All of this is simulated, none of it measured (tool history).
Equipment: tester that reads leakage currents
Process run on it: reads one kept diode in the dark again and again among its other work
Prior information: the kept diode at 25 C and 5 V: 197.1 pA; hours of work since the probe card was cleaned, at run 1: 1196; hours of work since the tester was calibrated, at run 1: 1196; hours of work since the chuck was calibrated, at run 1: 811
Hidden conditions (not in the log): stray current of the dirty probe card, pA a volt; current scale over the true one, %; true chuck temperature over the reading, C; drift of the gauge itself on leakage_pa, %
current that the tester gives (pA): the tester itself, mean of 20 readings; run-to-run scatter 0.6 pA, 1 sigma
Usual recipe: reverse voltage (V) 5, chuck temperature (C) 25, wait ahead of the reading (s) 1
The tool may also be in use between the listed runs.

run    hour  reverse voltage (V)  chuck temperature (C)  wait ahead of the reading (s)  hours of work since the probe card was cleaned  hours of work since the tester was calibrated  hours of work since the chuck was calibrated  current that the tester gives (pA)
  1       0                    5                     25                              1                                            1196                                           1196                                           811                              197.87
  2   138.8                    5                     25                              1                                            1295                                           1295                                           911                              198.59
  3   277.7                    5                     25                           2.14                                            1394                                           1394                                          1010                              198.26
      320.7  -- probe card cleaned and baked
  4   414.4                    5                     28                           2.14                                              67                                           1490                                          1105                              259.92
  5   513.2                    5                     28                           2.14                                             138                                           1561                                          1176                              261.22
  6   649.8                    5                     28                           2.14                                             235                                           1658                                          1274                              260.21
  7   732.6                    5                     28                           1.15                                             294                                           1717                                          1333                              260.33
  8   828.3                    5                     25                              1                                             363                                           1786                                          1401                              197.85
  9   913.3                    5                     25                              1                                             423                                           1846                                          1462                              199.54
 10  1034.4                    5                     25                              1                                             510                                           1933                                          1548                              198.75
       1106  -- chuck's temperature calibrated
 11  1128.6                    5                     25                              1                                             576                                           1999                                            16                              198.61
 12  1220.6                    5                     25                              1                                             641                                           2064                                            82                              197.45
 13  1356.3                    5                     25                              1                                             738                                           2161                                           179                              198.34
 14  1461.8                    5                     21                           4.99                                             814                                           2237                                           254                              136.19
 15  1571.4                    5                     31                           2.63                                             892                                           2315                                           332                               339.3
 16  1658.9                    5                     25                           9.07                                             954                                           2377                                           395                              197.73
 17  1762.3                  7.4                     46                           6.93                                            1028                                           2451                                           469                             1377.66
 18    1907                  7.4                     46                           6.93                                            1132                                           2555                                           572                             1375.38
 19  2044.3                 1.03                     57                           6.93                                            1230                                           2653                                           670                             1569.19
 20  2173.4                 8.32                     22                           1.73                                            1322                                           2745                                           762                              180.88
 21  2245.3                 7.16                     42                           1.45                                            1373                                           2796                                           814                              981.63
       2311  -- probe card cleaned and baked
 22  2361.1                 7.16                     42                           1.45                                              36                                           2877                                           894                              984.22
 23  2428.9                16.21                     55                           9.94                                              84                                           2925                                           943                             3690.24

What does the tool deliver on the next run?
     2467.8  -- tester calibrated
 24  2548.2                 7.88                     25                           5.26                                             168                                             57                                          1027                                   ?

{"run 24": {"current that the tester gives (pA)": 233}}
Without the tool's hidden state the same run would have given current that the tester gives (pA) 232.64.

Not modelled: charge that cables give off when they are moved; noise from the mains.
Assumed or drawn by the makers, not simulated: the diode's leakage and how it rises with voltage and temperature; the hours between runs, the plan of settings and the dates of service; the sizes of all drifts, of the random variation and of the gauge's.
